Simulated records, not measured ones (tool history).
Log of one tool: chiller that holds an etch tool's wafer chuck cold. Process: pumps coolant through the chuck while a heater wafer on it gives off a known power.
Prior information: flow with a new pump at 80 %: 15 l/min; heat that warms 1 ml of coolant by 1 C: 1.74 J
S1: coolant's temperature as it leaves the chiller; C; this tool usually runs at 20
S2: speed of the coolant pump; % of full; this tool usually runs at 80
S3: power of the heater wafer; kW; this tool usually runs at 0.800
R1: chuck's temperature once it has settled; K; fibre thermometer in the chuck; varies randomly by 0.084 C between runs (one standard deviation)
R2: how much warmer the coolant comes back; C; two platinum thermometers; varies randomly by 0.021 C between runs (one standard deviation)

Run 1, day 0.000: usual settings. Result: R1 298.62 K, R2 1.95 C.
Run 2, day 2.300: usual settings. Result: R1 298.72 K, R2 1.93 C.
Run 3, day 4.350: usual settings. Result: R1 298.60 K, R2 1.92 C.
Run 4, day 6.158: usual settings. Result: R1 298.82 K, R2 1.91 C.
Run 5, day 8.079: usual settings but S2 68 % of full. Result: R1 299.39 K, R2 2.30 C.
Run 6, day 9.700: usual settings. Result: R1 298.77 K, R2 1.93 C.
At day 10.754: chiller's thermometer calibrated.
Run 7, day 11.525: usual settings but S2 83 % of full. Result: R1 298.14 K, R2 1.87 C.
Run 8, day 12.558: usual settings but S2 83 % of full. Result: R1 298.26 K, R2 1.93 C.
Run 9, day 14.350: usual settings. Result: R1 298.43 K, R2 1.95 C.
Run 10, day 15.783: usual settings. Result: R1 298.24 K, R2 1.93 C.
Run 11, day 17.908: usual settings. Result: R1 298.26 K, R2 1.97 C.
Run 12, day 20.000: usual settings but S1 16 C. Result: R1 294.43 K, R2 1.96 C.
At day 20.471: chiller's thermometer calibrated, once more.
Run 13, day 22.450: usual settings but S1 16 C. Result: R1 295.13 K, R2 1.98 C.
Run 14, day 23.717: usual settings but S2 74 % of full. Result: R1 299.55 K, R2 2.14 C.
Run 15, day 24.812: usual settings but S2 74 % of full. Result: R1 299.55 K, R2 2.15 C.
Run 16, day 26.958: usual settings but S2 65 % of full. Result: R1 300.17 K, R2 2.48 C.
Run 17, day 29.117: usual settings but S2 65 % of full. Result: R1 300.33 K, R2 2.50 C.
Run 18, day 31.183: usual settings but S1 28 C, S2 63 % of full, S3 0.610 kW. Result: R1 306.75 K, R2 1.95 C.
Run 19, day 33.625: usual settings but S1 28 C, S2 63 % of full, S3 0.610 kW. Result: R1 306.70 K, R2 1.95 C.
Run 20, day 35.504: usual settings but S3 0.629 kW. Result: R1 297.87 K, R2 1.51 C.
Run 21, day 37.292: usual settings but S1 28 C, S2 64 % of full, S3 0.883 kW. Result: R1 309.18 K, R2 2.81 C.
Run 22, day 39.633: usual settings but S1 28 C, S2 64 % of full, S3 0.883 kW. Result: R1 309.12 K, R2 2.78 C.
Run 23, day 41.346: usual settings but S1 18 C, S2 99 % of full, S3 0.685 kW. Result: R1 295.77 K, R2 1.36 C.
Run 24, day 42.783: usual settings but S1 22 C, S2 65 % of full. Result: R1 302.10 K, R2 2.47 C.
Run 25, day 44.075: usual settings but S1 22 C, S2 88 % of full, S3 0.516 kW. Result: R1 298.80 K, R2 1.15 C.
Run 26, day 45.988: usual settings but S1 30 C, S2 99 % of full, S3 0.423 kW. Result: R1 305.86 K, R2 0.80 C.
Run 27, day 47.046: usual settings but S1 30 C, S2 99 % of full, S3 0.423 kW. Result: R1 306.00 K, R2 0.84 C.
Run 28, day 49.358: usual settings but S1 27 C, S2 93 % of full, S3 1.139 kW. Result: R1 308.26 K, R2 2.42 C.
Run 29, day 51.604: usual settings but S1 27 C, S2 93 % of full, S3 1.139 kW. Result: R1 308.21 K, R2 2.43 C.
Run 30, day 53.304: usual settings but S1 27 C, S2 93 % of full, S3 1.139 kW. Result: R1 308.21 K, R2 2.40 C.
Run 31, day 55.150: usual settings but S1 17 C, S2 78 % of full, S3 1.139 kW. Result: R1 299.29 K, R2 2.92 C.
Run 32, day 56.671: usual settings but S3 0.827 kW. Result: R1 299.64 K, R2 2.09 C.

Some steps in R1 between neighbouring runs. How much of each would the tool show without its hidden state too (settings, what came in, random variation), and how much is left for the hidden state, with any gauge scatter that isn't in both results?
Unlogged tool condition in this case: heat passed by the chuck's channels, % of clean ones'; flow at a given pump speed, % of a new pump's; coolant's true temperature over the reading, C; drift of the gauge itself on chuck_c, C; drift of the gauge itself on warmer_back_c, C.
Run 6 -> 7: S2 80 -> 83, chiller's thermometer calibrated. R1 -0.63 K: hidden state -0.39, all else -0.24.
Run 12 -> 13: chiller's thermometer calibrated, once more. R1 +0.70 K: hidden state +0.92, all else -0.22.
Run 20 -> 21: S1 20 -> 28, S2 80 -> 64, S3 0.629 -> 0.883. R1 +11.31 K: hidden state +0.29, all else +11.02.
Run 22 -> 23: S1 28 -> 18, S2 64 -> 99, S3 0.883 -> 0.685. R1 -13.35 K: hidden state -0.33, all else -13.02.
Run 27 -> 28: S1 30 -> 27, S2 99 -> 93, S3 0.423 -> 1.139. R1 +2.26 K: hidden state +0.53, all else +1.73.
Run 30 -> 31: S1 27 -> 17, S2 93 -> 78. R1 -8.92 K: hidden state +0.12, all else -9.04.

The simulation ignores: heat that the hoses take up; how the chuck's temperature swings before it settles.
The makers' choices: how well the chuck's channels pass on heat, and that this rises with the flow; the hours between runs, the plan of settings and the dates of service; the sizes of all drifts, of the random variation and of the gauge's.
